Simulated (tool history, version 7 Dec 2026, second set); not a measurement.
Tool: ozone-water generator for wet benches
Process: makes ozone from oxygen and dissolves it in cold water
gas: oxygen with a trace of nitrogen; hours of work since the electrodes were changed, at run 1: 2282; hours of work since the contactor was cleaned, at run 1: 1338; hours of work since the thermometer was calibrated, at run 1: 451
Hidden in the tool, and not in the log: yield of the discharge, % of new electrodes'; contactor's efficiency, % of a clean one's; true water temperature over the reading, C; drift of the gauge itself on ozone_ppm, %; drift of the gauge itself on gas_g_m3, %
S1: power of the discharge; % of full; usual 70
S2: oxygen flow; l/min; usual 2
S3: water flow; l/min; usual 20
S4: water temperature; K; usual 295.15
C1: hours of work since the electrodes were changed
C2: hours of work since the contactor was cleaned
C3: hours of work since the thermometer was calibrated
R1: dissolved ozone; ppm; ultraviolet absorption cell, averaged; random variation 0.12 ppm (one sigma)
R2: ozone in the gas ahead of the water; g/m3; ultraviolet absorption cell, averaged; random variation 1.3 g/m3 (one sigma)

run,hour,S1,S2,S3,S4,C1,C2,C3,R1,R2
1,0,70,2,20,295.15,2282,1338,451,10.6,250.8
2,89.2,70,2,21,295.15,2371,1426,539,10.2,246.5
3,194.2,70,2,20,295.15,2475,1530,644,10.6,248.7
4,255.2,70,2,20,295.15,2536,1591,704,10.6,246.7
5,355.4,70,2,20,295.15,2635,1691,804,10.8,248
6,419.5,70,2,20,295.15,2699,1754,867,10.6,248.3
7,514.8,70,1.28,20,295.15,2794,1849,962,9.3,309.3
8,576.1,70,1.28,20,295.15,2855,1910,1023,9.5,311.5
9,698.5,70,1.28,20,295.15,2976,2031,1145,9.4,308.9
10,818,46,2,20,295.15,3095,2150,1263,8.5,197.6
11,876.3,46,2,20,295.15,3153,2208,1321,8.5,196.1
12,933.7,70,1,20,295.15,3210,2265,1378,8.7,349
13,1040,70,1.66,20,295.15,3315,2371,1484,10.1,270.8
14,1134.8,56,1.56,19,288.15,3410,2465,1578,9.9,249
15,1224.5,56,1.56,19,288.15,3499,2554,1667,10,247.2
16,1329.5,56,1.56,19,288.15,3603,2658,1771,9.8,248.1
17,1456.1,56,1.56,23,293.15,3729,2784,1897,7.6,246.6
18,1536.9,69,2,26,295.15,3809,2864,1977,7.8,244.9
19,1657.1,46,3.27,20,292.15,3928,2983,2097,9.8,152.3
20,1715.8,46,3.27,20,292.15,3987,3042,2155,9.6,150.3
21,1837.8,98,2,32,295.15,4108,3163,2276,7.7,289.1
22,1950.5,42,1.87,23,289.15,4220,3275,2388,7.1,191.6

Run 23 comes next. What will it give?
# hour 2026.2: contactor cleaned
23,2026.2,70,1.48,30,295.15,4291,0,2459,?,?

R1: 6.1 ppm
R2: 284.9 g/m3
Without the tool's hidden state the same run would have given R1 6.1 ppm, R2 291.1 g/m3.
